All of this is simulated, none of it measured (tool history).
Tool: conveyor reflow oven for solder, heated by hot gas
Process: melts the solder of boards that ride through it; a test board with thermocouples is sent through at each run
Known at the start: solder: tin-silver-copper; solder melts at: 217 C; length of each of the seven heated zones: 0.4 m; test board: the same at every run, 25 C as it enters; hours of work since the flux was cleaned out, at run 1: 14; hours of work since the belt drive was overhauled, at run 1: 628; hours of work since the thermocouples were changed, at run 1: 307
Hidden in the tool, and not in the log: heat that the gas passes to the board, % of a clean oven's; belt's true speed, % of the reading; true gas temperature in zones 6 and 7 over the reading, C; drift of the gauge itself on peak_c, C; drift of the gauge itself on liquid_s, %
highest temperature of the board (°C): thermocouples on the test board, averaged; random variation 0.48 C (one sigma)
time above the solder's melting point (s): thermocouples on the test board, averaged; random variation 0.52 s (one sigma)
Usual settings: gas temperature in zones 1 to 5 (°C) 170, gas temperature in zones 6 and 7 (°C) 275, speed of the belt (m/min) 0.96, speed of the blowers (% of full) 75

| run | hour | gas temperature in zones 1 to 5 (°C) | gas temperature in zones 6 and 7 (°C) | speed of the belt (m/min) | speed of the blowers (% of full) | hours of work since the flux was cleaned out | hours of work since the belt drive was overhauled | hours of work since the thermocouples were changed | highest temperature of the board (°C) | time above the solder's melting point (s) |
|---|---|---|---|---|---|---|---|---|---|---|
| 1 | 0 | 170 | 275 | 0.96 | 75 | 14 | 628 | 307 | 257 | 39.1 |
| 2 | 13.7 | 170 | 275 | 0.96 | 83 | 21 | 635 | 314 | 258.3 | 39.7 |
| 3 | 31.5 | 170 | 275 | 0.96 | 83 | 30 | 643 | 322 | 259.1 | 40.1 |
| 4 | 49.4 | 170 | 276 | 0.96 | 83 | 38 | 652 | 331 | 259.9 | 40.6 |
| 5 | 60.3 | 170 | 275 | 0.96 | 75 | 43 | 657 | 336 | 256.4 | 38.3 |
| 6 | 79.3 | 170 | 275 | 0.96 | 75 | 53 | 666 | 345 | 255.8 | 39.8 |
| 7 | 95.5 | 170 | 275 | 0.96 | 75 | 60 | 674 | 353 | 256.5 | 39 |
| 8 | 106.1 | 170 | 275 | 0.96 | 75 | 65 | 679 | 358 | 256.2 | 38.5 |
| 9 | 116.1 | 170 | 275 | 0.96 | 75 | 70 | 684 | 363 | 256.8 | 40.1 |
| 10 | 130.8 | 170 | 275 | 0.96 | 75 | 77 | 691 | 370 | 256.8 | 39.7 |
| 11 | 150.8 | 170 | 285 | 0.888 | 54 | 87 | 700 | 380 | 260 | 43.3 |
| 12 | 162.8 | 165 | 285 | 0.888 | 78 | 93 | 706 | 386 | 266.7 | 46.3 |
| 13 | 170.9 | 179 | 287 | 1.052 | 67 | 97 | 710 | 389 | 262.4 | 38.7 |
| 14 | 187.1 | 170 | 287 | 0.968 | 75 | 104 | 718 | 397 | 265.3 | 42.4 |
| 15 | 200.6 | 170 | 275 | 0.949 | 78 | 111 | 724 | 404 | 256.7 | 39.9 |
| 16 | 219.7 | 170 | 275 | 1.072 | 84 | 120 | 734 | 413 | 254.3 | 33.3 |
| 17 | 230.9 | 180 | 289 | 1.072 | 84 | 125 | 739 | 418 | 268.8 | 41.6 |
| 18 | 249.2 | 170 | 275 | 0.985 | 56 | 134 | 748 | 427 | 248.4 | 32.8 |
| 19 | 267.3 | 170 | 275 | 1.008 | 75 | 143 | 756 | 436 | 253.6 | 35.6 |

Forecast each of these 4 alternatives for the next run:
| A | 280.1 | 169 | 275 | 1.001 | 75 | 149 | 763 | 442 | ? | ? |
| B | 280.1 | 160 | 285 | 1.008 | 59 | 149 | 763 | 442 | ? | ? |
| C | 280.1 | 166 | 275 | 0.999 | 64 | 149 | 763 | 442 | ? | ? |
| D | 280.1 | 157 | 275 | 1.054 | 52 | 149 | 763 | 442 | ? | ? |

| run | highest temperature of the board (°C) | time above the solder's melting point (s) |
|---|---|---|
| A | 253.3 | 35.8 |
| B | 254.6 | 33.4 |
| C | 249.2 | 33.9 |
| D | 238.4 | 22 |
Without the tool's hidden state the same runs would have given:
| run | highest temperature of the board (°C) | time above the solder's melting point (s) |
|---|---|---|
| A | 255.3 | 35.9 |
| B | 256.3 | 33.5 |
| C | 250.9 | 34.1 |
| D | 239.8 | 22.5 |
